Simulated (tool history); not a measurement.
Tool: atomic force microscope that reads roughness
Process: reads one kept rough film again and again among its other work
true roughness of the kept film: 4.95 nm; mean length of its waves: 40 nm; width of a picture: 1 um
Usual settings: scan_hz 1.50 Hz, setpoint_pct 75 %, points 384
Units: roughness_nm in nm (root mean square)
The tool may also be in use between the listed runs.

run	hour	scan_hz	setpoint_pct	points	roughness_nm
1	0.0	1.50	75	384	3.595
2	44.0	1.26	75	384	4.046
3	82.4	1.26	75	384	3.940
4	119.4	1.26	75	384	3.917
5	172.7	1.26	75	384	3.776
6	208.4	1.26	75	384	3.696
7	272.6	1.50	75	384	4.031
8	311.3	1.41	68	447	4.015
9	347.7	1.41	68	447	3.947
10	409.2	0.77	75	941	3.874
11	442.0	1.84	55	327	3.810
12	477.5	1.84	82	327	3.461
13	523.2	2.77	64	386	4.007

Not shown: 4 entries that the log had between the listed runs. Between which runs, and how does the tool's hidden state differ before and after?
Between runs 1 and 2: new tip fitted (hour 29.2)
  radius of the tip, nm: 22.8 -> 11.6; height scale over the true one, %: -1.08 -> -1.12
  measured less the result without the state, roughness_nm: -0.545 -> -0.118 nm (root mean square)
Between runs 6 and 7: height scale calibrated on a step standard (hour 215.1); new tip fitted (hour 272.6)
  radius of the tip, nm: 20.1 -> 10.4; height scale over the true one, %: -1.3 -> -2.11
  measured less the result without the state, roughness_nm: -0.461 -> -0.107 nm (root mean square)
Between runs 12 and 13: new tip fitted (hour 514.4)
  radius of the tip, nm: 20.9 -> 10.9; height scale over the true one, %: -2.32 -> -2.37
  measured less the result without the state, roughness_nm: -0.502 -> -0.136 nm (root mean square)
